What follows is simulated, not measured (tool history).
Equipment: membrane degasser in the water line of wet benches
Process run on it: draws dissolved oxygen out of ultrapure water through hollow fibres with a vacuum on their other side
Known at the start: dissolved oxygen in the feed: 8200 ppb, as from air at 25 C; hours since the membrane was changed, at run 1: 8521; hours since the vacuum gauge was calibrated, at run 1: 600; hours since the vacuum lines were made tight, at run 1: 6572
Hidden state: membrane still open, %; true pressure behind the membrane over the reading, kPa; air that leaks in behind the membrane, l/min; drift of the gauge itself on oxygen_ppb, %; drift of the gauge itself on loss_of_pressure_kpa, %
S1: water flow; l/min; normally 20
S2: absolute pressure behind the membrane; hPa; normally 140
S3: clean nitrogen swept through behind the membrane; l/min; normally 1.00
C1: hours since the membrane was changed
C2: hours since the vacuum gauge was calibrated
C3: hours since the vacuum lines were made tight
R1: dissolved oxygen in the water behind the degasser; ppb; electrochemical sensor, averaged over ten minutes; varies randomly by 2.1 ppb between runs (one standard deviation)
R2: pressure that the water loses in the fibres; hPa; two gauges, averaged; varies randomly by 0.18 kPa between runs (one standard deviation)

run 1 hour=0.0 | S1=20 S2=140 S3=1.00 | C1=8521 C2=600 C3=6572 | R1=479.9 R2=347.0
run 2 hour=153.3 | S1=20 S2=140 S3=1.00 | C1=8675 C2=753 C3=6725 | R1=478.6 R2=343.4
run 3 hour=281.4 | S1=20 S2=140 S3=1.00 | C1=8803 C2=881 C3=6853 | R1=476.1 R2=347.3
run 4 hour=408.0 | S1=20 S2=140 S3=1.00 | C1=8929 C2=1008 C3=6980 | R1=479.9 R2=345.2
run 5 hour=548.1 | S1=20 S2=140 S3=1.00 | C1=9069 C2=1148 C3=7120 | R1=479.6 R2=347.1
run 6 hour=780.3 | S1=20 S2=140 S3=1.00 | C1=9301 C2=1380 C3=7352 | R1=476.3 R2=349.9
run 7 hour=928.0 | S1=20 S2=140 S3=1.00 | C1=9449 C2=1528 C3=7500 | R1=481.6 R2=349.4
run 8 hour=1149.7 | S1=20 S2=140 S3=1.00 | C1=9671 C2=1749 C3=7722 | R1=480.9 R2=343.4
run 9 hour=1327.1 | S1=20 S2=140 S3=1.00 | C1=9848 C2=1927 C3=7899 | R1=483.4 R2=346.7
-- hour=1344.1 vacuum gauge calibrated
run 10 hour=1468.0 | S1=20 S2=140 S3=1.00 | C1=9989 C2=124 C3=8039 | R1=483.9 R2=349.5
run 11 hour=1692.0 | S1=20 S2=264 S3=1.00 | C1=10213 C2=348 C3=8263 | R1=953.6 R2=348.0
run 12 hour=1922.5 | S1=20 S2=264 S3=1.00 | C1=10443 C2=578 C3=8494 | R1=950.0 R2=350.7
run 13 hour=2116.4 | S1=22 S2=140 S3=1.00 | C1=10637 C2=772 C3=8688 | R1=526.4 R2=387.4
run 14 hour=2259.4 | S1=18 S2=140 S3=2.07 | C1=10780 C2=915 C3=8831 | R1=235.9 R2=317.3
run 15 hour=2373.7 | S1=18 S2=140 S3=2.07 | C1=10894 C2=1030 C3=8945 | R1=236.9 R2=314.1
-- hour=2435.0 vacuum gauge calibrated, once more
run 16 hour=2589.7 | S1=20 S2=229 S3=1.51 | C1=11110 C2=155 C3=9161 | R1=587.0 R2=351.9
run 17 hour=2776.7 | S1=13 S2=162 S3=1.77 | C1=11297 C2=342 C3=9348 | R1=233.3 R2=227.2
run 18 hour=2954.5 | S1=13 S2=162 S3=0.55 | C1=11475 C2=520 C3=9526 | R1=638.1 R2=228.1
run 19 hour=3181.9 | S1=29 S2=96 S3=1.15 | C1=11702 C2=747 C3=9753 | R1=377.3 R2=512.2
run 20 hour=3322.8 | S1=16 S2=96 S3=1.17 | C1=11843 C2=888 C3=9894 | R1=212.2 R2=281.1
run 21 hour=3422.9 | S1=20 S2=338 S3=1.11 | C1=11943 C2=988 C3=9994 | R1=1121.8 R2=355.6
run 22 hour=3526.2 | S1=20 S2=338 S3=1.11 | C1=12046 C2=1091 C3=10097 | R1=1122.3 R2=350.8
run 23 hour=3757.0 | S1=14 S2=110 S3=0.90 | C1=12277 C2=1322 C3=10328 | R1=281.5 R2=245.9
run 24 hour=3854.5 | S1=20 S2=91 S3=1.90 | C1=12375 C2=1420 C3=10425 | R1=163.8 R2=349.9
-- hour=3957.9 seals of the vacuum lines changed
run 25 hour=4088.0 | S1=20 S2=91 S3=1.90 | C1=12606 C2=1651 C3=130 | R1=163.3 R2=354.5
run 26 hour=4189.6 | S1=20 S2=91 S3=1.90 | C1=12708 C2=1753 C3=232 | R1=162.6 R2=356.0

Below are 3 alternative next runs, each starting from the tool's condition after run 26. Predict each:
run A hour=4330.9 | S1=20 S2=272 S3=1.00 | C1=12849 C2=1894 C3=373 | R1=? R2=?
run B hour=4330.9 | S1=16 S2=319 S3=1.00 | C1=12849 C2=1894 C3=373 | R1=? R2=?
run C hour=4330.9 | S1=20 S2=89 S3=1.00 | C1=12849 C2=1894 C3=373 | R1=? R2=?

run=A R1=974.0 R2=354.6
run=B R1=951.9 R2=285.8
run=C R1=267.1 R2=354.2
With no hidden state in the tool, these same runs would have given:
run=A R1=964.0 R2=329.3
run=B R1=944.2 R2=265.5
run=C R1=255.9 R2=329.0

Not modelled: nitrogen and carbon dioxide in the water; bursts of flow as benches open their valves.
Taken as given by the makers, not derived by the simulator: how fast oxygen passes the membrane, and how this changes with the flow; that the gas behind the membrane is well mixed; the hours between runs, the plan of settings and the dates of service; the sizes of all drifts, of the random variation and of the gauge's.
